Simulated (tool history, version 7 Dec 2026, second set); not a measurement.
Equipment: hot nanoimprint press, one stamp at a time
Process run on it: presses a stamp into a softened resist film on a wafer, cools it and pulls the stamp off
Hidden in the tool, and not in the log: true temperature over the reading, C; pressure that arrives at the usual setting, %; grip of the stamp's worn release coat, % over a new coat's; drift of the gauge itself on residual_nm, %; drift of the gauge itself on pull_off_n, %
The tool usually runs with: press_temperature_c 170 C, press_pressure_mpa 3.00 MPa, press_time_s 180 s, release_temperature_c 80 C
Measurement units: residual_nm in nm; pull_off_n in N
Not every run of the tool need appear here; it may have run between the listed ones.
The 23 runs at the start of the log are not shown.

| run | hour | press_temperature_c | press_pressure_mpa | press_time_s | release_temperature_c | hours of work since the thermocouple was calibrated | imprints on the stamp's release coat | hours of work since the press's seals were changed | residual_nm | pull_off_n |
|---|---|---|---|---|---|---|---|---|---|---|
|  | 1021.7 | press's hydraulic seals changed and the load cell set to zero |
| 24 | 1029.9 | 171 | 3.22 | 298 | 80 | 259 | 908 | 5 | 198.6 | 204 |
| 25 | 1060.7 | 163 | 2.00 | 332 | 74 | 279 | 970 | 25 | 303.1 | 237 |
| 26 | 1116.7 | 170 | 3.00 | 238 | 80 | 314 | 1083 | 60 | 232.5 | 208 |
|  | 1162.4 | plate thermocouple calibrated |
| 27 | 1162.4 | 162 | 2.70 | 353 | 80 | 0 | 1170 | 87 | 276.1 | 201 |
| 28 | 1207.5 | 162 | 2.70 | 353 | 80 | 29 | 1260 | 116 | 275.8 | 208 |
| 29 | 1245.0 | 170 | 3.92 | 206 | 80 | 52 | 1336 | 140 | 220.7 | 207 |
| 30 | 1279.0 | 170 | 3.92 | 206 | 80 | 74 | 1405 | 161 | 220.3 | 204 |
| 31 | 1322.1 | 173 | 3.92 | 104 | 80 | 101 | 1492 | 189 | 259.4 | 210 |

3 options for the next run, each taken on its own from the tool as it stands now. Forecast them:
|  | 1358.1 | stamp cleaned and given a new release coat |
| A | 1362.3 | 173 | 2.87 | 104 | 87 | 123 | 9 | 210 | ? | ? |
|  | 1358.1 | stamp cleaned and given a new release coat |
| B | 1362.3 | 182 | 3.00 | 318 | 67 | 123 | 9 | 210 | ? | ? |
|  | 1358.1 | stamp cleaned and given a new release coat |
| C | 1362.3 | 170 | 3.36 | 91 | 82 | 123 | 9 | 210 | ? | ? |

| run | residual_nm | pull_off_n |
|---|---|---|
| A | 290.1 | 168 |
| B | 137.3 | 273 |
| C | 311.5 | 201 |
The same runs, with their run-to-run variation unchanged, on a tool lacking any hidden condition would have given:
| run | residual_nm | pull_off_n |
|---|---|---|
| A | 290.0 | 168 |
| B | 137.2 | 273 |
| C | 311.4 | 201 |
